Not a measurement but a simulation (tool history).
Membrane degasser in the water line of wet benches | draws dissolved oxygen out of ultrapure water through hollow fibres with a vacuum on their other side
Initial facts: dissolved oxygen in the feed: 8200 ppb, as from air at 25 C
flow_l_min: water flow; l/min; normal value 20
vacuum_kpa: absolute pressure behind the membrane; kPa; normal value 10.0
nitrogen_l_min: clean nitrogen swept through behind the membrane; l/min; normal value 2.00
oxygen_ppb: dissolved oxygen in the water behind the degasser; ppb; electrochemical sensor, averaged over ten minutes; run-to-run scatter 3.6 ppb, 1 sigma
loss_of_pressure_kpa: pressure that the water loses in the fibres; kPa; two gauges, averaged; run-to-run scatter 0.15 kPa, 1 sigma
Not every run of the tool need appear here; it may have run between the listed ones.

Run 1, day 0.000: usual settings. Result: oxygen_ppb 361.9 ppb, loss_of_pressure_kpa 34.70 kPa.
Run 2, day 6.412: usual settings but nitrogen_l_min 2.76 l/min. Result: oxygen_ppb 330.0 ppb, loss_of_pressure_kpa 34.60 kPa.
Run 3, day 17.146: usual settings but nitrogen_l_min 2.76 l/min. Result: oxygen_ppb 321.2 ppb, loss_of_pressure_kpa 34.86 kPa.
At day 26.571: vacuum gauge calibrated.
Run 4, day 27.712: usual settings but nitrogen_l_min 2.76 l/min. Result: oxygen_ppb 328.3 ppb, loss_of_pressure_kpa 34.78 kPa.
Run 5, day 35.779: usual settings but flow_l_min 17 l/min. Result: oxygen_ppb 254.3 ppb, loss_of_pressure_kpa 29.50 kPa.
Run 6, day 45.658: usual settings but flow_l_min 17 l/min. Result: oxygen_ppb 258.0 ppb, loss_of_pressure_kpa 29.11 kPa.
Run 7, day 60.583: usual settings but vacuum_kpa 13.2 kPa. Result: oxygen_ppb 434.8 ppb, loss_of_pressure_kpa 34.40 kPa.
Run 8, day 68.975: usual settings but vacuum_kpa 13.2 kPa. Result: oxygen_ppb 434.1 ppb, loss_of_pressure_kpa 34.51 kPa.
Run 9, day 79.338: usual settings but vacuum_kpa 11.3 kPa. Result: oxygen_ppb 394.5 ppb, loss_of_pressure_kpa 34.66 kPa.
Run 10, day 89.917: usual settings but nitrogen_l_min 1.05 l/min. Result: oxygen_ppb 481.8 ppb, loss_of_pressure_kpa 34.57 kPa.
Run 11, day 103.329: usual settings but nitrogen_l_min 1.05 l/min. Result: oxygen_ppb 481.1 ppb, loss_of_pressure_kpa 34.37 kPa.
Run 12, day 115.162: usual settings but flow_l_min 25 l/min, nitrogen_l_min 1.05 l/min. Result: oxygen_ppb 717.1 ppb, loss_of_pressure_kpa 42.85 kPa.
Run 13, day 123.650: usual settings but flow_l_min 13 l/min. Result: oxygen_ppb 148.7 ppb, loss_of_pressure_kpa 22.15 kPa.
Run 14, day 129.883: usual settings. Result: oxygen_ppb 361.7 ppb, loss_of_pressure_kpa 34.29 kPa.
Run 15, day 141.971: usual settings. Result: oxygen_ppb 368.7 ppb, loss_of_pressure_kpa 34.27 kPa.
Run 16, day 150.367: usual settings. Result: oxygen_ppb 362.6 ppb, loss_of_pressure_kpa 33.73 kPa.
Run 17, day 157.504: usual settings but flow_l_min 17 l/min, vacuum_kpa 14.6 kPa, nitrogen_l_min 0.96 l/min. Result: oxygen_ppb 555.6 ppb, loss_of_pressure_kpa 28.84 kPa.
Run 18, day 165.404: usual settings but flow_l_min 29 l/min, vacuum_kpa 9.1 kPa, nitrogen_l_min 1.90 l/min. Result: oxygen_ppb 749.4 ppb, loss_of_pressure_kpa 49.37 kPa.
At day 166.688: seals of the vacuum lines changed.
At day 172.808: gauge calibrated.
At day 172.829: vacuum gauge calibrated.
Run 19, day 176.467: usual settings but flow_l_min 21 l/min, vacuum_kpa 21.9 kPa, nitrogen_l_min 3.90 l/min. Result: oxygen_ppb 475.3 ppb, loss_of_pressure_kpa 36.65 kPa.
Run 20, day 185.217: usual settings but flow_l_min 27 l/min, vacuum_kpa 18.0 kPa, nitrogen_l_min 5.08 l/min. Result: oxygen_ppb 670.7 ppb, loss_of_pressure_kpa 46.93 kPa.
Run 21, day 194.804: usual settings but flow_l_min 27 l/min, vacuum_kpa 18.0 kPa, nitrogen_l_min 5.08 l/min. Result: oxygen_ppb 660.1 ppb, loss_of_pressure_kpa 46.68 kPa.
Run 22, day 203.817: usual settings but nitrogen_l_min 2.27 l/min. Result: oxygen_ppb 347.7 ppb, loss_of_pressure_kpa 34.80 kPa.
Run 23, day 211.100: usual settings but vacuum_kpa 20.3 kPa, nitrogen_l_min 5.88 l/min. Result: oxygen_ppb 339.3 ppb, loss_of_pressure_kpa 34.75 kPa.
Run 24, day 219.392: usual settings but flow_l_min 22 l/min, vacuum_kpa 20.3 kPa, nitrogen_l_min 1.30 l/min. Result: oxygen_ppb 859.0 ppb, loss_of_pressure_kpa 38.27 kPa.
Run 25, day 231.954: usual settings but flow_l_min 19 l/min, vacuum_kpa 20.9 kPa, nitrogen_l_min 5.70 l/min. Result: oxygen_ppb 317.5 ppb, loss_of_pressure_kpa 32.76 kPa.
Run 26, day 241.908: usual settings but flow_l_min 19 l/min, vacuum_kpa 20.9 kPa, nitrogen_l_min 5.70 l/min. Result: oxygen_ppb 313.7 ppb, loss_of_pressure_kpa 32.75 kPa.
Run 27, day 255.233: usual settings but flow_l_min 13 l/min, vacuum_kpa 20.9 kPa, nitrogen_l_min 1.70 l/min. Result: oxygen_ppb 349.4 ppb, loss_of_pressure_kpa 22.48 kPa.
Run 28, day 264.492: usual settings but vacuum_kpa 23.3 kPa. Result: oxygen_ppb 643.2 ppb, loss_of_pressure_kpa 34.32 kPa.
Run 29, day 276.904: usual settings but vacuum_kpa 17.8 kPa. Result: oxygen_ppb 527.1 ppb, loss_of_pressure_kpa 34.28 kPa.
Run 30, day 286.771: usual settings but vacuum_kpa 11.3 kPa, nitrogen_l_min 2.02 l/min. Result: oxygen_ppb 400.5 ppb, loss_of_pressure_kpa 34.44 kPa.
Run 31, day 296.546: usual settings but flow_l_min 16 l/min, vacuum_kpa 12.5 kPa, nitrogen_l_min 1.33 l/min. Result: oxygen_ppb 353.3 ppb, loss_of_pressure_kpa 27.38 kPa.
Run 32, day 306.421: usual settings but vacuum_kpa 7.6 kPa. Result: oxygen_ppb 310.1 ppb, loss_of_pressure_kpa 34.34 kPa.

The logged runs with the hidden state left out (each run's random variation unchanged):
The tool's hidden condition here consists of: membrane still open, %; true pressure behind the membrane over the reading, kPa; air that leaks in behind the membrane, l/min; drift of the gauge itself on oxygen_ppb, %; drift of the gauge itself on loss_of_pressure_kpa, %.
run  loss_of_pressure_kpa
  1                 34.69
  2                 34.62
  3                 34.92
  4                 34.89
  5                 29.63
  6                 29.28
  7                 34.66
  8                 34.82
  9                 35.01
 10                 34.97
 11                 34.83
 12                 43.49
 13                 22.50
 14                 34.87
 15                 34.91
 16                 34.40
 17                 29.44
 18                 50.44
 19                 36.63
 20                 46.95
 21                 46.76
 22                 34.90
 23                 34.88
 24                 38.45
 25                 32.97
 26                 33.01
 27                 22.69
 28                 34.70
 29                 34.72
 30                 34.92
 31                 27.80
 32                 34.91
oxygen_ppb without the hidden state stays within 1.9 ppb of what was measured, in all runs.
